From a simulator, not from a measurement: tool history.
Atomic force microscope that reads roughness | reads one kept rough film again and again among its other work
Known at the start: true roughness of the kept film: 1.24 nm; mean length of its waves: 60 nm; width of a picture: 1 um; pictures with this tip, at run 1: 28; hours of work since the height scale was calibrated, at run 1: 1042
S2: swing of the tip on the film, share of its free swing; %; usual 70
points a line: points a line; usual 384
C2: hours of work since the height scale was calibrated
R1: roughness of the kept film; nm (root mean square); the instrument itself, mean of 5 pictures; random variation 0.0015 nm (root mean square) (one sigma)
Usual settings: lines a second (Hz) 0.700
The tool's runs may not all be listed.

{"run": 1, "hour": 0.0, "lines a second (Hz)": 0.7, "S2": 70, "points a line": 384, "pictures with this tip": 28, "C2": 1042, "R1": 1.182}
{"run": 2, "hour": 35.5, "lines a second (Hz)": 3.842, "S2": 70, "points a line": 384, "pictures with this tip": 65, "C2": 1061, "R1": 0.98}
{"run": 3, "hour": 73.5, "lines a second (Hz)": 0.7, "S2": 70, "points a line": 384, "pictures with this tip": 104, "C2": 1080, "R1": 1.169}
{"run": 4, "hour": 127.2, "lines a second (Hz)": 0.7, "S2": 70, "points a line": 384, "pictures with this tip": 160, "C2": 1109, "R1": 1.16}
{"hour": 133.5, "done": "new tip fitted"}
{"run": 5, "hour": 182.0, "lines a second (Hz)": 0.7, "S2": 70, "points a line": 384, "pictures with this tip": 50, "C2": 1137, "R1": 1.177}
{"run": 6, "hour": 236.1, "lines a second (Hz)": 0.7, "S2": 70, "points a line": 384, "pictures with this tip": 106, "C2": 1165, "R1": 1.166}
{"hour": 295.4, "done": "new tip fitted"}
{"run": 7, "hour": 299.9, "lines a second (Hz)": 0.7, "S2": 70, "points a line": 384, "pictures with this tip": 4, "C2": 1198, "R1": 1.186}
{"run": 8, "hour": 341.4, "lines a second (Hz)": 0.7, "S2": 70, "points a line": 384, "pictures with this tip": 47, "C2": 1220, "R1": 1.179}
{"run": 9, "hour": 392.5, "lines a second (Hz)": 0.7, "S2": 70, "points a line": 384, "pictures with this tip": 101, "C2": 1247, "R1": 1.171}
{"run": 10, "hour": 443.4, "lines a second (Hz)": 0.7, "S2": 70, "points a line": 384, "pictures with this tip": 154, "C2": 1273, "R1": 1.161}
{"hour": 459.1, "done": "new tip fitted"}
{"run": 11, "hour": 491.2, "lines a second (Hz)": 1.963, "S2": 70, "points a line": 384, "pictures with this tip": 33, "C2": 1298, "R1": 1.095}
{"run": 12, "hour": 547.6, "lines a second (Hz)": 1.963, "S2": 70, "points a line": 384, "pictures with this tip": 92, "C2": 1328, "R1": 1.085}
{"run": 13, "hour": 591.5, "lines a second (Hz)": 1.963, "S2": 70, "points a line": 384, "pictures with this tip": 138, "C2": 1351, "R1": 1.078}
{"hour": 621.5, "done": "new tip fitted"}
{"run": 14, "hour": 636.2, "lines a second (Hz)": 1.963, "S2": 70, "points a line": 384, "pictures with this tip": 16, "C2": 1374, "R1": 1.1}
{"run": 15, "hour": 698.1, "lines a second (Hz)": 0.7, "S2": 56, "points a line": 384, "pictures with this tip": 80, "C2": 1406, "R1": 1.208}
{"run": 16, "hour": 741.6, "lines a second (Hz)": 0.7, "S2": 56, "points a line": 384, "pictures with this tip": 125, "C2": 1429, "R1": 1.198}
{"hour": 784.3, "done": "new tip fitted"}
{"run": 17, "hour": 795.5, "lines a second (Hz)": 0.565, "S2": 56, "points a line": 384, "pictures with this tip": 12, "C2": 1457, "R1": 1.227}
{"run": 18, "hour": 831.4, "lines a second (Hz)": 0.931, "S2": 87, "points a line": 504, "pictures with this tip": 49, "C2": 1476, "R1": 1.077}
{"run": 19, "hour": 884.0, "lines a second (Hz)": 0.931, "S2": 87, "points a line": 297, "pictures with this tip": 104, "C2": 1503, "R1": 1.069}
{"run": 20, "hour": 915.4, "lines a second (Hz)": 2.115, "S2": 87, "points a line": 968, "pictures with this tip": 137, "C2": 1520, "R1": 0.913}
{"hour": 945.7, "done": "new tip fitted"}
{"run": 21, "hour": 945.7, "lines a second (Hz)": 2.182, "S2": 57, "points a line": 384, "pictures with this tip": 0, "C2": 1535, "R1": 1.173}
{"run": 22, "hour": 983.5, "lines a second (Hz)": 1.596, "S2": 88, "points a line": 568, "pictures with this tip": 39, "C2": 1555, "R1": 0.979}
{"run": 23, "hour": 1028.6, "lines a second (Hz)": 1.663, "S2": 88, "points a line": 407, "pictures with this tip": 86, "C2": 1579, "R1": 0.963}
{"run": 24, "hour": 1087.5, "lines a second (Hz)": 0.627, "S2": 86, "points a line": 894, "pictures with this tip": 148, "C2": 1609, "R1": 1.113}
{"hour": 1108.3, "done": "new tip fitted"}
{"run": 25, "hour": 1132.1, "lines a second (Hz)": 0.627, "S2": 88, "points a line": 907, "pictures with this tip": 25, "C2": 1633, "R1": 1.129}
{"run": 26, "hour": 1180.4, "lines a second (Hz)": 3.464, "S2": 71, "points a line": 358, "pictures with this tip": 75, "C2": 1658, "R1": 0.991}
{"run": 27, "hour": 1215.0, "lines a second (Hz)": 0.7, "S2": 63, "points a line": 501, "pictures with this tip": 111, "C2": 1676, "R1": 1.193}
{"run": 28, "hour": 1267.0, "lines a second (Hz)": 2.435, "S2": 84, "points a line": 405, "pictures with this tip": 165, "C2": 1703, "R1": 0.906}
{"hour": 1273.1, "done": "new tip fitted"}
{"run": 29, "hour": 1301.2, "lines a second (Hz)": 0.603, "S2": 69, "points a line": 478, "pictures with this tip": 29, "C2": 1721, "R1": 1.203}
{"run": 30, "hour": 1337.1, "lines a second (Hz)": 1.305, "S2": 69, "points a line": 358, "pictures with this tip": 67, "C2": 1740, "R1": 1.143}
{"run": 31, "hour": 1385.4, "lines a second (Hz)": 1.084, "S2": 70, "points a line": 638, "pictures with this tip": 117, "C2": 1765, "R1": 1.145}
{"hour": 1436.7, "done": "new tip fitted"}
{"run": 32, "hour": 1447.6, "lines a second (Hz)": 3.04, "S2": 72, "points a line": 819, "pictures with this tip": 11, "C2": 1797, "R1": 1.018}
{"run": 33, "hour": 1486.3, "lines a second (Hz)": 0.851, "S2": 71, "points a line": 329, "pictures with this tip": 52, "C2": 1817, "R1": 1.17}

Forecast each of these 4 alternatives for the next run:
{"run": "A", "hour": 1545.6, "lines a second (Hz)": 0.82, "S2": 58, "points a line": 392, "pictures with this tip": 113, "C2": 1848, "R1": "?"}
{"run": "B", "hour": 1545.6, "lines a second (Hz)": 3.462, "S2": 61, "points a line": 329, "pictures with this tip": 113, "C2": 1848, "R1": "?"}
{"run": "C", "hour": 1545.6, "lines a second (Hz)": 1.129, "S2": 74, "points a line": 596, "pictures with this tip": 113, "C2": 1848, "R1": "?"}
{"run": "D", "hour": 1545.6, "lines a second (Hz)": 0.695, "S2": 71, "points a line": 635, "pictures with this tip": 113, "C2": 1848, "R1": "?"}

run=A R1=1.199
run=B R1=1.083
run=C R1=1.124
run=D R1=1.173
Without the tool's hidden state the same runs would have given:
run=A R1=1.200
run=B R1=1.084
run=C R1=1.124
run=D R1=1.174

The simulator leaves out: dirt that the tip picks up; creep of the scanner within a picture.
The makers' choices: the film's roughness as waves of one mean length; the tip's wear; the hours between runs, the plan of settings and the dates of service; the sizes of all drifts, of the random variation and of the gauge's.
